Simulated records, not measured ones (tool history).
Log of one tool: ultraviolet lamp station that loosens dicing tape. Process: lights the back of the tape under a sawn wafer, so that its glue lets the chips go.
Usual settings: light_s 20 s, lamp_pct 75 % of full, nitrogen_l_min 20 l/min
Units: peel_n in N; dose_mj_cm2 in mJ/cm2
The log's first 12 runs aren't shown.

run	hour	light_s	lamp_pct	nitrogen_l_min	peel_n	dose_mj_cm2
13	514.8	20	75	20	0.245	321
14	566.9	20	75	20	0.261	308
15	615.1	20	75	20	0.264	307
16	658.9	20	87	20	0.228	348
17	721.5	36	84	13	0.152	598
18	759.3	13	83	21	0.507	208
19	805.9	13	83	21	0.511	210
20	854.2	39	83	16	0.145	611
21	905.1	35	85	17	0.154	549
22	946.2	33	63	7	0.327	383
23	995	16	69	22	0.553	196
24	1037.6	16	69	9	0.814	198
25	1086	16	69	9	0.844	191
26	1148.7	16	69	9	0.844	189
27	1194.6	17	99	32	0.255	281
# hour 1200.4: window cleaned of glue's vapour
28	1230.8	17	91	32	0.216	312
# hour 1244.6: lamp changed
29	1278.6	23	79	20	0.154	529
30	1313.9	28	75	15	0.135	605
31	1358.9	28	75	15	0.143	583

Forecast each of these 3 alternatives for the next run:
A	1420.4	29	75	20	?	?
B	1420.4	15	92	36	?	?
C	1420.4	10	72	26	?	?

run	peel_n	dose_mj_cm2
A	0.146	605
B	0.181	381
C	0.514	198
Without the tool's hidden state the same runs would have given:
run	peel_n	dose_mj_cm2
A	0.144	645
B	0.171	406
C	0.464	211
